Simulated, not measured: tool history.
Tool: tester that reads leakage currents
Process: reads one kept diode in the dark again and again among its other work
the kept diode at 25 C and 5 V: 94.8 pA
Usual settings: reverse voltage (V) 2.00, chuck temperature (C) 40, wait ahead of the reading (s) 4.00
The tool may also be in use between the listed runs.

| run | hour | reverse voltage (V) | chuck temperature (C) | wait ahead of the reading (s) | current that the tester gives (pA) |
|---|---|---|---|---|---|
| 1 | 0.0 | 2.00 | 40 | 4.00 | 266.08 |
| 2 | 113.4 | 2.00 | 40 | 4.00 | 268.31 |
| 3 | 233.0 | 2.00 | 25 | 4.00 | 73.53 |
| 4 | 347.7 | 2.00 | 40 | 4.00 | 272.74 |
| 5 | 467.0 | 2.00 | 40 | 4.00 | 275.55 |
|  | 591.9 | chuck's temperature calibrated |
| 6 | 620.5 | 2.00 | 40 | 4.00 | 228.61 |
| 7 | 732.0 | 2.00 | 40 | 4.00 | 232.20 |
| 8 | 833.6 | 2.00 | 40 | 4.00 | 233.13 |
| 9 | 941.8 | 2.00 | 40 | 4.00 | 234.46 |
| 10 | 1017.7 | 2.00 | 40 | 4.00 | 237.19 |
| 11 | 1090.6 | 2.00 | 27 | 4.00 | 77.29 |
| 12 | 1196.3 | 1.15 | 40 | 4.00 | 180.26 |
| 13 | 1291.1 | 1.15 | 40 | 4.00 | 182.52 |
| 14 | 1442.4 | 1.15 | 40 | 4.00 | 185.44 |
| 15 | 1577.0 | 1.15 | 40 | 4.00 | 186.28 |
| 16 | 1683.9 | 1.15 | 40 | 0.87 | 188.16 |
| 17 | 1830.2 | 3.82 | 35 | 0.36 | 232.82 |
|  | 1846.1 | probe card cleaned and baked |
| 18 | 1943.8 | 2.00 | 20 | 1.78 | 45.18 |
| 19 | 2083.9 | 2.00 | 32 | 1.78 | 131.46 |
| 20 | 2221.5 | 2.00 | 32 | 1.78 | 133.17 |
| 21 | 2316.3 | 10.79 | 58 | 7.16 | 2566.50 |
|  | 2410.8 | probe card cleaned and baked, once more |
| 22 | 2411.1 | 2.00 | 27 | 4.00 | 84.63 |
| 23 | 2516.4 | 2.00 | 27 | 4.00 | 85.47 |

Run 24 comes next. What will it give?
| 24 | 2665.1 | 5.83 | 21 | 9.89 | ? |

Run 24 gave current that the tester gives (pA) 86.44.
Without the tool's hidden state the same run would have given current that the tester gives (pA) 70.75.
